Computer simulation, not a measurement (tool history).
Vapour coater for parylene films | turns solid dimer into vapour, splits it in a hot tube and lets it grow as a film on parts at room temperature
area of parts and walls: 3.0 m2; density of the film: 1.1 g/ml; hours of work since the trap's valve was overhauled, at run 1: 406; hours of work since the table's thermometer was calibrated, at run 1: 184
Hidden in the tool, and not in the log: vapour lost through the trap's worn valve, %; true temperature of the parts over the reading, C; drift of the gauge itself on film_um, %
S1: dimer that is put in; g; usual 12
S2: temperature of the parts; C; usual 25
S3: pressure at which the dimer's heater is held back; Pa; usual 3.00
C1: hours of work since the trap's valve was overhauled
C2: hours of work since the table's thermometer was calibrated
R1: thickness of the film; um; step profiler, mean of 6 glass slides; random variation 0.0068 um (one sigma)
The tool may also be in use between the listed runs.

| run | hour | S1 | S2 | S3 | C1 | C2 | R1 |
|---|---|---|---|---|---|---|---|
| 1 | 0.0 | 12 | 25 | 3.00 | 406 | 184 | 1.770 |
| 2 | 17.9 | 12 | 25 | 3.00 | 422 | 200 | 1.776 |
| 3 | 36.2 | 12 | 25 | 3.00 | 438 | 216 | 1.777 |
| 4 | 57.2 | 12 | 25 | 3.00 | 457 | 235 | 1.769 |
| 5 | 92.7 | 16 | 25 | 3.00 | 488 | 266 | 2.387 |
| 6 | 124.4 | 12 | 25 | 4.48 | 516 | 294 | 1.702 |
| 7 | 150.3 | 12 | 25 | 4.48 | 539 | 317 | 1.702 |
| 8 | 192.6 | 12 | 25 | 3.00 | 577 | 355 | 1.787 |
| 9 | 211.1 | 12 | 25 | 3.00 | 593 | 371 | 1.779 |
| 10 | 245.1 | 15 | 25 | 3.00 | 623 | 401 | 2.230 |
| 11 | 278.7 | 15 | 25 | 3.00 | 653 | 431 | 2.210 |
|  | 287.3 | trap's valve overhauled |
| 12 | 302.6 | 15 | 25 | 3.00 | 14 | 449 | 2.221 |
| 13 | 345.1 | 15 | 25 | 3.00 | 51 | 486 | 2.224 |
| 14 | 378.1 | 20 | 27 | 3.34 | 80 | 516 | 2.791 |
| 15 | 409.9 | 20 | 27 | 3.34 | 109 | 544 | 2.802 |
| 16 | 453.0 | 5 | 25 | 3.30 | 147 | 582 | 0.734 |
| 17 | 482.8 | 8 | 31 | 5.96 | 173 | 608 | 0.953 |
| 18 | 524.2 | 13 | 37 | 6.90 | 210 | 645 | 1.323 |
| 19 | 542.6 | 12 | 28 | 2.33 | 226 | 661 | 1.713 |
| 20 | 563.6 | 12 | 18 | 2.83 | 245 | 680 | 2.118 |
| 21 | 606.1 | 12 | 18 | 2.83 | 282 | 718 | 2.106 |
| 22 | 641.1 | 8 | 18 | 3.29 | 313 | 749 | 1.388 |
| 23 | 682.8 | 8 | 18 | 3.29 | 350 | 786 | 1.386 |
| 24 | 719.9 | 6 | 25 | 11.52 | 383 | 818 | 0.762 |
| 25 | 750.2 | 6 | 25 | 11.52 | 410 | 845 | 0.768 |

How the hidden state differs across the entries between the runs, from the last listed run before each to the first after it:
Between runs 11 and 12: trap's valve overhauled (hour 287.3)
  vapour lost through the trap's worn valve, %: 0.3 -> 0

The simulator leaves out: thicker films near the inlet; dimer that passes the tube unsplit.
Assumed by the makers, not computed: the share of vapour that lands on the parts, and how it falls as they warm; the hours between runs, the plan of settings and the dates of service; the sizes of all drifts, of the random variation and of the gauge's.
